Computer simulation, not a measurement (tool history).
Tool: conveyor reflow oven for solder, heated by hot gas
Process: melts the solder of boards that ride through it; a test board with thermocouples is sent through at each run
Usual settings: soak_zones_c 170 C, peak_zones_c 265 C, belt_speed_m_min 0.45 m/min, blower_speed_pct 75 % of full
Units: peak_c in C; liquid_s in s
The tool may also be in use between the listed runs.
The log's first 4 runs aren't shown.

run,hour,soak_zones_c,peak_zones_c,belt_speed_m_min,blower_speed_pct,hours of work since the flux was cleaned out,hours of work since the belt drive was overhauled,hours of work since the thermocouples were changed,peak_c,liquid_s
5,254.5,170,265,0.45,75,186,861,116,237.1,39.5
6,335.5,170,265,0.45,75,249,923,179,236.4,38.2
# hour 352.6: flux residue cleaned out of gas plates and filters, once more
7,400,170,265,0.45,75,36,969,224,249.9,56.6
8,442.6,170,263,0.45,75,69,1001,257,247.6,54.7
9,503.7,170,263,0.45,75,116,1048,304,246.4,54.9
10,548.1,170,263,0.45,75,150,1082,338,246.9,54.2
11,583.4,170,263,0.45,75,177,1109,365,246.3,53.8
12,633.4,170,263,0.45,75,216,1148,404,246,52.9
13,701.4,170,263,0.45,75,268,1200,456,245.1,52.3
14,739.7,170,265,0.45,87,297,1230,485,248.6,56.1
15,797.5,170,265,0.486,75,342,1274,530,243.2,45.8
16,847.4,179,257,0.377,61,380,1312,568,245,67.5
17,887.7,179,257,0.377,61,411,1343,599,244.2,66.8
# hour 943.9: flux residue cleaned out of gas plates and filters
18,947.7,155,269,0.377,56,3,1386,641,253.2,67.5
19,1008.2,159,269,0.458,58,49,1432,688,247.5,49.7
20,1053.2,163,261,0.458,58,84,1467,722,240.8,44.7
21,1128.5,163,255,0.458,58,142,1524,780,235.7,38.1
22,1196.2,156,257,0.383,51,194,1576,832,241,51.4
23,1241.8,170,265,0.45,52,229,1611,867,244.3,50.2
24,1314.8,170,265,0.45,52,285,1668,923,243.6,50.2
25,1391.8,170,272,0.45,75,344,1727,983,253.2,58.8
26,1427.5,165,255,0.367,63,371,1754,1010,242.8,61.3
# hour 1459.2: belt drive overhauled, speed set with a stopwatch
27,1487.5,165,255,0.367,63,415,22,1053,242.1,58.5
28,1527.7,164,265,0.423,57,445,53,1084,243.9,50.8

Run 29 comes next. What will it give?
# hour 1539.3: flux residue cleaned out of gas plates and filters
29,1608.9,170,265,0.376,53,53,111,1142,?,?

Run 29 gave peak_c 252.6 C, liquid_s 70.4 s.
Without the tool's hidden state the same run would have given peak_c 251 C, liquid_s 69.1 s.

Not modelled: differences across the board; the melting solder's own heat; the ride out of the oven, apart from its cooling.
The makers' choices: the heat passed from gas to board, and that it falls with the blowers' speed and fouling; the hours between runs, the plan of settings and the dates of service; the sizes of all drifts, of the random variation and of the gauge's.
